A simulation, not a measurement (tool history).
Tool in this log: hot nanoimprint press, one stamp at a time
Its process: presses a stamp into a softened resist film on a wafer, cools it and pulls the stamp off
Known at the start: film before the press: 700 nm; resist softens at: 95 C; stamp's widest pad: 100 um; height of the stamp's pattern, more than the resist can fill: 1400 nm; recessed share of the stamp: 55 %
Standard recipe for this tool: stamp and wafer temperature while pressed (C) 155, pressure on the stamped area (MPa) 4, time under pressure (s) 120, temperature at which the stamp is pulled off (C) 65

run   hour  stamp and wafer temperature while pressed (C)  pressure on the stamped area (MPa)  time under pressure (s)  temperature at which the stamp is pulled off (C)  resist left under the stamp's widest pad (nm)  greatest force while the stamp is pulled off (N)
  1      0                                            155                                   4                      120                                                65                                          304.3                                               124
      10.1  -- stamp cleaned and given a new release coat
  2   28.1                                            155                                   4                      120                                                65                                          304.5                                               122
  3   37.9                                            155                                   4                      120                                                65                                          305.1                                               123
  4   52.1                                            155                                   4                      120                                                65                                          305.3                                               123
  5     66                                            155                                   4                       93                                                65                                          331.2                                               122
  6   78.3                                            155                                   4                       93                                                65                                          332.8                                               121
  7   94.7                                            155                                   4                       93                                                65                                          330.9                                               123
  8  105.6                                            155                                   4                      120                                                65                                          306.2                                               122
  9  115.6                                            154                                   4                      120                                                65                                          321.5                                               122
 10  138.6                                            155                                3.18                      120                                                65                                          348.6                                               122
 11  152.5                                            155                                4.37                      120                                                65                                          291.6                                               123
 12  170.7                                            155                                   4                      120                                                65                                          308.1                                               124
     187.8  -- stamp cleaned and given a new release coat
 13  197.7                                            152                                   4                      120                                                65                                          355.9                                               123
 14  213.8                                            152                                   4                      120                                                65                                          355.6                                               121
 15  228.9                                            155                                2.49                      120                                                65                                          397.7                                               122
 16    249                                            163                                   4                      120                                                54                                          209.8                                               151
 17  262.3                                            147                                   4                       97                                                54                                          473.6                                               152
 18  285.3                                            161                                2.45                      120                                                65                                          308.9                                               124
 19  299.6                                            143                                2.89                       85                                                52                                          612.8                                               158
 20  323.8                                            143                                2.89                       85                                                52                                          611.9                                               158
 21  346.1                                            148                                2.89                       85                                                52                                          534.6                                               159
       365  -- stamp cleaned and given a new release coat
 22    372                                            155                                2.65                      120                                                70                                          387.5                                               110
 23  395.3                                            155                                5.61                      127                                                70                                          248.1                                               110
 24  407.7                                            155                                5.61                      127                                                70                                          248.4                                               110

Run 25, settings as shown, results not yet in. Your forecast:
     431.2  -- press's hydraulic seals changed and the load cell set to zero
 25  431.4                                            146                                4.34                      214                                                67                                              ?                                                 ?

resist left under the stamp's widest pad (nm): 388
greatest force while the stamp is pulled off (N): 116
Without the tool's hidden state the same run would have given resist left under the stamp's widest pad (nm) 383, greatest force while the stamp is pulled off (N) 116.
